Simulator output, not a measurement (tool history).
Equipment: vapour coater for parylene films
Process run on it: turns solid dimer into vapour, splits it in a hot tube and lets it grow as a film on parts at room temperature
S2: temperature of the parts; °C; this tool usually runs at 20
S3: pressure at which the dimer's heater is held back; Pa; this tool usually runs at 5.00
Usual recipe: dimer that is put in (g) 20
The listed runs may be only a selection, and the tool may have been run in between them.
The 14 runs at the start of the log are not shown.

run 15 hour=169.7 | dimer_that_is_put_in_(g)=11 S2=20 S3=5.00 | thickness_of_the_film_(nm)=4500
run 16 hour=181.7 | dimer_that_is_put_in_(g)=11 S2=20 S3=5.00 | thickness_of_the_film_(nm)=4430
run 17 hour=196.6 | dimer_that_is_put_in_(g)=9 S2=20 S3=5.00 | thickness_of_the_film_(nm)=3610
run 18 hour=208.7 | dimer_that_is_put_in_(g)=9 S2=14 S3=2.26 | thickness_of_the_film_(nm)=5050
run 19 hour=221.2 | dimer_that_is_put_in_(g)=9 S2=22 S3=3.19 | thickness_of_the_film_(nm)=3410
run 20 hour=234.6 | dimer_that_is_put_in_(g)=20 S2=30 S3=2.16 | thickness_of_the_film_(nm)=5590
run 21 hour=249.0 | dimer_that_is_put_in_(g)=20 S2=30 S3=2.16 | thickness_of_the_film_(nm)=5630
run 22 hour=261.1 | dimer_that_is_put_in_(g)=30 S2=16 S3=2.19 | thickness_of_the_film_(nm)=15110
run 23 hour=268.3 | dimer_that_is_put_in_(g)=30 S2=16 S3=2.19 | thickness_of_the_film_(nm)=15050
run 24 hour=280.8 | dimer_that_is_put_in_(g)=30 S2=16 S3=2.19 | thickness_of_the_film_(nm)=15060
run 25 hour=287.6 | dimer_that_is_put_in_(g)=30 S2=16 S3=2.39 | thickness_of_the_film_(nm)=15080
run 26 hour=303.4 | dimer_that_is_put_in_(g)=24 S2=18 S3=2.25 | thickness_of_the_film_(nm)=10930
run 27 hour=313.9 | dimer_that_is_put_in_(g)=20 S2=12 S3=9.13 | thickness_of_the_film_(nm)=10490
run 28 hour=326.0 | dimer_that_is_put_in_(g)=30 S2=23 S3=9.13 | thickness_of_the_film_(nm)=9640
run 29 hour=335.6 | dimer_that_is_put_in_(g)=30 S2=23 S3=9.13 | thickness_of_the_film_(nm)=9640

Estimate the outcome of run 30 from the log above:
run 30 hour=345.4 | dimer_that_is_put_in_(g)=30 S2=23 S3=9.13 | thickness_of_the_film_(nm)=?

{"run 30": {"thickness of the film (nm)": 9690}}
Had the tool carried no hidden state, the very same run would have given thickness of the film (nm) 10480.

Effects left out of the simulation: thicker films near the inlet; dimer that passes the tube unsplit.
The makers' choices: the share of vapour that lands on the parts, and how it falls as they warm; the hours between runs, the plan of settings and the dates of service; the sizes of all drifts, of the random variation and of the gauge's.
